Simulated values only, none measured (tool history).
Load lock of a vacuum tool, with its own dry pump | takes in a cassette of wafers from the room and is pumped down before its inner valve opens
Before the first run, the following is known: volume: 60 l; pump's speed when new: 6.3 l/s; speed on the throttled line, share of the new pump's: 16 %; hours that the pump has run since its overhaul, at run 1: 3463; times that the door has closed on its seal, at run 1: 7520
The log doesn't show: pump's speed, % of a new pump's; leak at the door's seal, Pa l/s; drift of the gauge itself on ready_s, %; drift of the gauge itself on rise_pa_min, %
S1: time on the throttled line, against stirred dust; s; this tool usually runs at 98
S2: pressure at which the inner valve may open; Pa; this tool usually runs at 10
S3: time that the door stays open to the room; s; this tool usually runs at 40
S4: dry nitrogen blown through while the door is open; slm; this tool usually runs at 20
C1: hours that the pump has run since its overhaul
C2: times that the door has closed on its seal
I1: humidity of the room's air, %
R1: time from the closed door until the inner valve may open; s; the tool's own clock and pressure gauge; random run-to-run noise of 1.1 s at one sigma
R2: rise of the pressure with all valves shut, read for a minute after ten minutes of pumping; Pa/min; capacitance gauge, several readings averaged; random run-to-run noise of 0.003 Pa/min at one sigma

run,hour,S1,S2,S3,S4,C1,C2,I1,R1,R2
1,0,98,10,40,20,3463,7520,44.4,171.6,0.081
2,181.8,98,10,40,20,3645,7735,44.2,170.4,0.086
3,457.2,98,10,40,20,3920,8061,46.6,175.5,0.089
4,698.6,98,10,40,20,4162,8346,43.8,174.1,0.087
5,847.7,98,10,40,11,4311,8523,47.9,174.5,0.103
6,1052.4,98,10,40,20,4515,8765,46,174.2,0.097
7,1206.6,98,10,40,20,4670,8947,45.6,175.1,0.101
8,1405.3,98,10,40,20,4868,9182,45.3,175.9,0.102
9,1645.2,98,10,40,20,5108,9466,46.4,176.5,0.104
10,1841.3,164,10,40,20,5304,9698,46.5,230.5,0.107
11,2027.7,164,10,40,20,5491,9919,41.1,232.7,0.102
12,2270.3,98,10,40,20,5733,10206,44.6,176.3,0.109
13,2500.2,98,10,40,20,5963,10478,45.9,174.7,0.112
14,2749.6,98,10,40,20,6212,10773,43,176.5,0.108
15,2973.2,98,10,40,25,6436,11038,41.9,177.6,0.111
16,3187,98,10,40,5,6650,11291,46.9,177.9,0.136
17,3424.5,98,10,40,5,6887,11572,43.1,177.5,0.131
18,3601.3,49,10,40,20,7064,11781,43.5,137.9,0.119
19,3777.8,162,13,219,9,7241,11990,48,228.2,0.172
20,3941.8,162,17,32,13,7405,12184,50.9,224.4,0.132
21,4091.3,162,17,32,13,7554,12361,47.7,224.3,0.132
22,4235.8,98,11,40,20,7699,12532,43.2,179.8,0.134
23,4361.9,98,10,37,4,7825,12681,44.4,175.8,0.149
24,4475,98,10,37,4,7938,12815,46.2,178.6,0.149
25,4693.2,50,10,36,20,8156,13073,45,139.6,0.13
26,4836.8,52,10,40,15,8300,13243,45,142.1,0.145
27,5062.6,52,10,40,15,8526,13510,42.6,141.4,0.139
28,5328.7,131,15,40,10,8792,13825,39.6,201.7,0.146
29,5549.9,98,19,48,20,9013,14086,44.3,172.6,0.147
30,5818.1,98,19,48,20,9281,14404,42.7,172.1,0.157
31,6000.6,98,19,48,20,9464,14620,48.8,171.4,0.165
32,6267.9,98,11,40,37,9731,14936,44.4,181.7,0.146
33,6513.6,65,10,40,20,9977,15227,44.6,153.2,0.155
34,6776.6,98,10,84,20,10240,15538,44.4,180.6,0.177
35,7038.3,65,10,40,5,10501,15848,45.3,153.5,0.187
36,7156.5,65,10,40,5,10619,15988,44.7,153.7,0.176

What if the next run were any one of these 4? Each begins from the tool's condition after run 36:
A,7362,65,8,185,22,10825,16231,42.9,?,?
B,7362,129,10,46,22,10825,16231,45.7,?,?
C,7362,112,10,40,20,10825,16231,44.4,?,?
D,7362,87,10,40,8,10825,16231,41.8,?,?

run,R1,R2
A,157.2,0.193
B,205.9,0.162
C,191.7,0.172
D,172.3,0.176
Without the tool's hidden state the same runs would have given:
run,R1,R2
A,145.6,0.057
B,196,0.029
C,181.7,0.037
D,161.4,0.041
